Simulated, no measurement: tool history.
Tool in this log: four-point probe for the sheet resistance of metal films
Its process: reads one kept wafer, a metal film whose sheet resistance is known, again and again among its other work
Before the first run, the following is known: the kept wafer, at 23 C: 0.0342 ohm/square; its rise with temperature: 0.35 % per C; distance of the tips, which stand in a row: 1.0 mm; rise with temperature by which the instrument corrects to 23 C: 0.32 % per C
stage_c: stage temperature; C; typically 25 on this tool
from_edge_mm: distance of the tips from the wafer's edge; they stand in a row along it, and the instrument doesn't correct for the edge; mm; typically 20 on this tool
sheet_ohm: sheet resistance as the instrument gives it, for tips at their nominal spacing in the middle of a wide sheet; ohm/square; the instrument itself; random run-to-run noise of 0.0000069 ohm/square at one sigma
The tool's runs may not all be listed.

run 1 hour=0.0 | stage_c=25 from_edge_mm=20 | sheet_ohm=0.034423
run 2 hour=59.5 | stage_c=25 from_edge_mm=20 | sheet_ohm=0.034422
run 3 hour=124.1 | stage_c=25 from_edge_mm=20 | sheet_ohm=0.034418
run 4 hour=199.5 | stage_c=25 from_edge_mm=12 | sheet_ohm=0.034511
run 5 hour=258.6 | stage_c=25 from_edge_mm=12 | sheet_ohm=0.034491
run 6 hour=318.7 | stage_c=25 from_edge_mm=12 | sheet_ohm=0.034517
run 7 hour=361.4 | stage_c=25 from_edge_mm=12 | sheet_ohm=0.034502
run 8 hour=431.6 | stage_c=25 from_edge_mm=12 | sheet_ohm=0.034505
run 9 hour=520.8 | stage_c=25 from_edge_mm=12 | sheet_ohm=0.034518
run 10 hour=600.5 | stage_c=25 from_edge_mm=22 | sheet_ohm=0.034425
run 11 hour=686.7 | stage_c=27 from_edge_mm=31 | sheet_ohm=0.034434
-- hour=694.9 stage's thermometer calibrated
run 12 hour=740.3 | stage_c=27 from_edge_mm=31 | sheet_ohm=0.034383
run 13 hour=814.5 | stage_c=21 from_edge_mm=5 | sheet_ohm=0.035038
-- hour=860.0 stage's thermometer calibrated, once more
run 14 hour=885.5 | stage_c=22 from_edge_mm=15 | sheet_ohm=0.034512
run 15 hour=971.7 | stage_c=19 from_edge_mm=68 | sheet_ohm=0.034410
run 16 hour=1030.9 | stage_c=25 from_edge_mm=6 | sheet_ohm=0.034981
run 17 hour=1117.9 | stage_c=25 from_edge_mm=6 | sheet_ohm=0.034994
run 18 hour=1163.8 | stage_c=25 from_edge_mm=6 | sheet_ohm=0.034969

Below are 5 alternative next runs, each starting from the tool's condition after run 18. Predict each:
run A hour=1253.4 | stage_c=29 from_edge_mm=25 | sheet_ohm=?
run B hour=1253.4 | stage_c=29 from_edge_mm=20 | sheet_ohm=?
run C hour=1253.4 | stage_c=22 from_edge_mm=40 | sheet_ohm=?
run D hour=1253.4 | stage_c=30 from_edge_mm=31 | sheet_ohm=?
run E hour=1253.4 | stage_c=27 from_edge_mm=47 | sheet_ohm=?

run=A sheet_ohm=0.034548
run=B sheet_ohm=0.034561
run=C sheet_ohm=0.034451
run=D sheet_ohm=0.034549
run=E sheet_ohm=0.034501
What these runs would have given with no unlogged condition in the tool:
run=A sheet_ohm=0.034294
run=B sheet_ohm=0.034306
run=C sheet_ohm=0.034198
run=D sheet_ohm=0.034294
run=E sheet_ohm=0.034247
